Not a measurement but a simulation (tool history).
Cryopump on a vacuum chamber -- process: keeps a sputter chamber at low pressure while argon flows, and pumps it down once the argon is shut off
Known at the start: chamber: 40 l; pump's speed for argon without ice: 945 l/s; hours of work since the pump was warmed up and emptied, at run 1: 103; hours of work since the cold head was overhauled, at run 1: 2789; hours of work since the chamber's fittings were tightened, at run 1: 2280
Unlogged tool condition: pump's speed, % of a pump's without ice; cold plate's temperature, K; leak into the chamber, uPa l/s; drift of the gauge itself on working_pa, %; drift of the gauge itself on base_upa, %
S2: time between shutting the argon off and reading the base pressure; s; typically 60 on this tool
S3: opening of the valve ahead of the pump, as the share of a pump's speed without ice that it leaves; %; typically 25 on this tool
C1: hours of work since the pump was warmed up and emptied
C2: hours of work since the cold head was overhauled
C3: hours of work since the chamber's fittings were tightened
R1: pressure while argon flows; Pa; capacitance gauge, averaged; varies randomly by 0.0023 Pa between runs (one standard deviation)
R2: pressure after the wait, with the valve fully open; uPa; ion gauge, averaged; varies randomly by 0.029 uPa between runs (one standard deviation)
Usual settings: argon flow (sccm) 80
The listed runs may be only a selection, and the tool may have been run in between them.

{"run": 1, "hour": 0.0, "argon flow (sccm)": 80, "S2": 60, "S3": 25, "C1": 103, "C2": 2789, "C3": 2280, "R1": 0.5855, "R2": 5.66}
{"hour": 55.6, "done": "leaking fittings of the chamber tightened, without venting"}
{"run": 2, "hour": 117.0, "argon flow (sccm)": 80, "S2": 60, "S3": 25, "C1": 183, "C2": 2869, "C3": 42, "R1": 0.5996, "R2": 1.59}
{"run": 3, "hour": 178.2, "argon flow (sccm)": 80, "S2": 60, "S3": 17, "C1": 225, "C2": 2911, "C3": 85, "R1": 0.8661, "R2": 1.74}
{"run": 4, "hour": 240.2, "argon flow (sccm)": 80, "S2": 60, "S3": 17, "C1": 268, "C2": 2954, "C3": 128, "R1": 0.8722, "R2": 1.74}
{"run": 5, "hour": 327.7, "argon flow (sccm)": 80, "S2": 60, "S3": 25, "C1": 328, "C2": 3015, "C3": 188, "R1": 0.613, "R2": 1.92}
{"hour": 348.7, "done": "pump warmed up, emptied and cooled again"}
{"run": 6, "hour": 438.3, "argon flow (sccm)": 80, "S2": 60, "S3": 25, "C1": 62, "C2": 3088, "C3": 261, "R1": 0.5797, "R2": 1.93}
{"run": 7, "hour": 504.2, "argon flow (sccm)": 147, "S2": 60, "S3": 25, "C1": 108, "C2": 3133, "C3": 307, "R1": 1.0779, "R2": 2.05}
{"run": 8, "hour": 609.8, "argon flow (sccm)": 67, "S2": 60, "S3": 25, "C1": 181, "C2": 3206, "C3": 380, "R1": 0.4952, "R2": 2.21}
{"run": 9, "hour": 722.7, "argon flow (sccm)": 80, "S2": 60, "S3": 27, "C1": 259, "C2": 3285, "C3": 458, "R1": 0.5652, "R2": 2.42}
{"run": 10, "hour": 797.4, "argon flow (sccm)": 80, "S2": 60, "S3": 37, "C1": 310, "C2": 3336, "C3": 510, "R1": 0.4254, "R2": 2.61}
{"hour": 849.0, "done": "pump warmed up, emptied and cooled again"}
{"run": 11, "hour": 859.1, "argon flow (sccm)": 87, "S2": 60, "S3": 25, "C1": 7, "C2": 3375, "C3": 549, "R1": 0.6317, "R2": 2.37}
{"run": 12, "hour": 959.8, "argon flow (sccm)": 80, "S2": 60, "S3": 25, "C1": 77, "C2": 3445, "C3": 619, "R1": 0.5899, "R2": 2.56}
{"run": 13, "hour": 1029.7, "argon flow (sccm)": 80, "S2": 60, "S3": 25, "C1": 125, "C2": 3493, "C3": 667, "R1": 0.5926, "R2": 2.73}
{"run": 14, "hour": 1120.9, "argon flow (sccm)": 80, "S2": 60, "S3": 25, "C1": 188, "C2": 3556, "C3": 730, "R1": 0.595, "R2": 3.01}
{"run": 15, "hour": 1180.5, "argon flow (sccm)": 80, "S2": 60, "S3": 25, "C1": 229, "C2": 3598, "C3": 771, "R1": 0.6009, "R2": 3.08}
{"run": 16, "hour": 1254.5, "argon flow (sccm)": 115, "S2": 51, "S3": 19, "C1": 281, "C2": 3649, "C3": 822, "R1": 1.1462, "R2": 3.43}
{"run": 17, "hour": 1312.8, "argon flow (sccm)": 33, "S2": 283, "S3": 53, "C1": 321, "C2": 3689, "C3": 863, "R1": 0.1309, "R2": 2.49}
{"hour": 1346.9, "done": "pump warmed up, emptied and cooled again"}
{"run": 18, "hour": 1432.4, "argon flow (sccm)": 37, "S2": 111, "S3": 25, "C1": 59, "C2": 3768, "C3": 942, "R1": 0.269, "R2": 2.61}
{"run": 19, "hour": 1540.9, "argon flow (sccm)": 89, "S2": 214, "S3": 22, "C1": 134, "C2": 3844, "C3": 1017, "R1": 0.7423, "R2": 2.68}
{"run": 20, "hour": 1629.1, "argon flow (sccm)": 63, "S2": 29, "S3": 25, "C1": 195, "C2": 3905, "C3": 1078, "R1": 0.47, "R2": 4.72}
{"run": 21, "hour": 1711.5, "argon flow (sccm)": 145, "S2": 24, "S3": 20, "C1": 252, "C2": 3962, "C3": 1135, "R1": 1.3558, "R2": 5.36}
{"run": 22, "hour": 1801.0, "argon flow (sccm)": 47, "S2": 283, "S3": 33, "C1": 314, "C2": 4023, "C3": 1197, "R1": 0.2795, "R2": 3.06}
{"hour": 1840.3, "done": "pump warmed up, emptied and cooled again"}
{"run": 23, "hour": 1869.3, "argon flow (sccm)": 47, "S2": 283, "S3": 33, "C1": 20, "C2": 4067, "C3": 1241, "R1": 0.2594, "R2": 2.7}
{"run": 24, "hour": 1965.8, "argon flow (sccm)": 47, "S2": 283, "S3": 33, "C1": 87, "C2": 4134, "C3": 1307, "R1": 0.2623, "R2": 2.94}
{"run": 25, "hour": 2035.7, "argon flow (sccm)": 69, "S2": 267, "S3": 33, "C1": 135, "C2": 4182, "C3": 1356, "R1": 0.3921, "R2": 3.18}
{"run": 26, "hour": 2097.6, "argon flow (sccm)": 45, "S2": 60, "S3": 25, "C1": 178, "C2": 4225, "C3": 1399, "R1": 0.3382, "R2": 4.21}
{"run": 27, "hour": 2152.1, "argon flow (sccm)": 45, "S2": 60, "S3": 25, "C1": 216, "C2": 4263, "C3": 1436, "R1": 0.3409, "R2": 4.36}
{"run": 28, "hour": 2247.0, "argon flow (sccm)": 45, "S2": 60, "S3": 25, "C1": 281, "C2": 4329, "C3": 1502, "R1": 0.3435, "R2": 4.68}
{"run": 29, "hour": 2325.5, "argon flow (sccm)": 73, "S2": 60, "S3": 47, "C1": 336, "C2": 4383, "C3": 1556, "R1": 0.3173, "R2": 4.97}
{"hour": 2336.6, "done": "pump warmed up, emptied and cooled again"}
{"run": 30, "hour": 2409.7, "argon flow (sccm)": 73, "S2": 60, "S3": 47, "C1": 51, "C2": 4438, "C3": 1611, "R1": 0.2909, "R2": 4.37}

Some steps in R1 between neighbouring runs. How much of each would the tool show without its hidden state too (settings, what came in, random variation), and how much is left for the hidden state, with any gauge scatter that isn't in both results?
Run 16 -> 17: argon flow (sccm) 115 -> 33, S2 51 -> 283, S3 19 -> 53. R1 -1.0153 Pa: hidden state -0.0362, all else -0.9791.
Run 20 -> 21: argon flow (sccm) 63 -> 145, S2 29 -> 24, S3 25 -> 20. R1 +0.8858 Pa: hidden state +0.0397, all else +0.8461.
Run 21 -> 22: argon flow (sccm) 145 -> 47, S2 24 -> 283, S3 20 -> 33. R1 -1.0763 Pa: hidden state -0.0355, all else -1.0408.
